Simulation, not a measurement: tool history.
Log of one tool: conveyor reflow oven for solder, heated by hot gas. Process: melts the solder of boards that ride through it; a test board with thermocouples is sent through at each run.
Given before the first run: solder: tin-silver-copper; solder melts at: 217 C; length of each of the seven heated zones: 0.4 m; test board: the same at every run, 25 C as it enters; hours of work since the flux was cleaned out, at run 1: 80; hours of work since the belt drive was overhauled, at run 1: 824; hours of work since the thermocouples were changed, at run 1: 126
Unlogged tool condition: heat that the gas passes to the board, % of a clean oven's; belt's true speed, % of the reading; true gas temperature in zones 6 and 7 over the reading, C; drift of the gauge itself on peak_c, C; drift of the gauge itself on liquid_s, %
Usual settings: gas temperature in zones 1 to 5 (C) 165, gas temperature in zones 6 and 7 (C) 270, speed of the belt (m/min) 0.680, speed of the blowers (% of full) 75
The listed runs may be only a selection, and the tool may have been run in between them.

| run | hour | gas temperature in zones 1 to 5 (C) | gas temperature in zones 6 and 7 (C) | speed of the belt (m/min) | speed of the blowers (% of full) | hours of work since the flux was cleaned out | hours of work since the belt drive was overhauled | hours of work since the thermocouples were changed | highest temperature of the board (C) | time above the solder's melting point (s) |
|---|---|---|---|---|---|---|---|---|---|---|
| 1 | 0.0 | 165 | 270 | 0.680 | 75 | 80 | 824 | 126 | 256.6 | 54.1 |
| 2 | 35.9 | 165 | 270 | 0.680 | 75 | 99 | 843 | 145 | 256.4 | 54.2 |
| 3 | 79.9 | 156 | 270 | 0.680 | 75 | 123 | 867 | 169 | 255.1 | 50.8 |
| 4 | 132.1 | 156 | 270 | 0.680 | 75 | 151 | 895 | 197 | 254.7 | 50.5 |
| 5 | 158.2 | 156 | 270 | 0.680 | 75 | 165 | 909 | 211 | 254.6 | 50.6 |
|  | 198.2 | flux residue cleaned out of gas plates and filters |
| 6 | 209.5 | 156 | 270 | 0.680 | 75 | 6 | 934 | 236 | 255.0 | 51.3 |
| 7 | 252.2 | 165 | 275 | 0.680 | 75 | 29 | 957 | 259 | 261.2 | 56.6 |
| 8 | 312.4 | 165 | 275 | 0.680 | 75 | 61 | 990 | 291 | 260.5 | 56.5 |
| 9 | 347.5 | 165 | 270 | 0.703 | 75 | 80 | 1008 | 310 | 254.8 | 51.5 |
| 10 | 411.3 | 165 | 270 | 0.651 | 75 | 115 | 1043 | 344 | 257.2 | 57.1 |
| 11 | 469.5 | 165 | 270 | 0.680 | 75 | 146 | 1074 | 376 | 255.3 | 53.7 |
| 12 | 504.0 | 165 | 270 | 0.680 | 75 | 165 | 1093 | 394 | 255.4 | 53.7 |
|  | 544.7 | flux residue cleaned out of gas plates and filters |
| 13 | 547.5 | 161 | 270 | 0.680 | 75 | 2 | 1113 | 415 | 255.7 | 52.8 |
| 14 | 580.9 | 165 | 270 | 0.680 | 60 | 19 | 1131 | 433 | 252.0 | 50.2 |
| 15 | 621.4 | 165 | 270 | 0.680 | 75 | 41 | 1153 | 455 | 255.9 | 54.2 |
| 16 | 680.9 | 165 | 270 | 0.680 | 75 | 73 | 1185 | 487 | 255.4 | 53.8 |
| 17 | 709.8 | 166 | 265 | 0.738 | 79 | 89 | 1201 | 502 | 249.7 | 46.0 |
| 18 | 752.2 | 152 | 275 | 0.817 | 56 | 112 | 1224 | 525 | 242.8 | 31.4 |
| 19 | 792.1 | 152 | 275 | 0.817 | 56 | 133 | 1245 | 547 | 243.0 | 31.3 |
|  | 810.4 | thermocouples of zones 6 and 7 changed |
| 20 | 843.5 | 151 | 268 | 0.680 | 75 | 160 | 1272 | 18 | 253.6 | 48.8 |
|  | 892.8 | flux residue cleaned out of gas plates and filters |
| 21 | 895.8 | 151 | 268 | 0.680 | 75 | 2 | 1297 | 43 | 254.4 | 49.5 |
| 22 | 943.7 | 165 | 276 | 0.680 | 75 | 27 | 1323 | 69 | 263.2 | 58.1 |
| 23 | 990.4 | 165 | 272 | 0.680 | 77 | 53 | 1348 | 94 | 259.7 | 56.4 |
| 24 | 1035.3 | 165 | 272 | 0.671 | 77 | 77 | 1372 | 118 | 260.2 | 57.4 |
| 25 | 1076.7 | 165 | 269 | 0.630 | 59 | 99 | 1394 | 141 | 254.2 | 56.7 |
| 26 | 1140.1 | 165 | 284 | 0.562 | 73 | 133 | 1429 | 175 | 274.4 | 77.0 |
| 27 | 1171.5 | 165 | 267 | 0.562 | 73 | 150 | 1445 | 192 | 258.7 | 68.6 |
| 28 | 1220.2 | 165 | 267 | 0.562 | 73 | 176 | 1472 | 218 | 258.1 | 68.7 |
|  | 1243.4 | flux residue cleaned out of gas plates and filters |
| 29 | 1265.9 | 166 | 260 | 0.619 | 83 | 12 | 1494 | 240 | 251.8 | 58.9 |

Consider 3 possible next runs. They are alternatives, not a sequence: every one starts from the tool as it was left by run 29. What does each give?
| A | 1298.1 | 166 | 270 | 0.619 | 83 | 29 | 1511 | 257 | ? | ? |
| B | 1298.1 | 166 | 260 | 0.691 | 60 | 29 | 1511 | 257 | ? | ? |
| C | 1298.1 | 165 | 264 | 0.680 | 75 | 29 | 1511 | 257 | ? | ? |

| run | highest temperature of the board (C) | time above the solder's melting point (s) |
|---|---|---|
| A | 261.1 | 64.2 |
| B | 243.6 | 43.7 |
| C | 251.3 | 51.8 |
With the hidden condition removed and each run's random variation left untouched, the same runs would have given:
| run | highest temperature of the board (C) | time above the solder's melting point (s) |
|---|---|---|
| A | 261.5 | 63.6 |
| B | 243.9 | 43.3 |
| C | 251.7 | 51.3 |
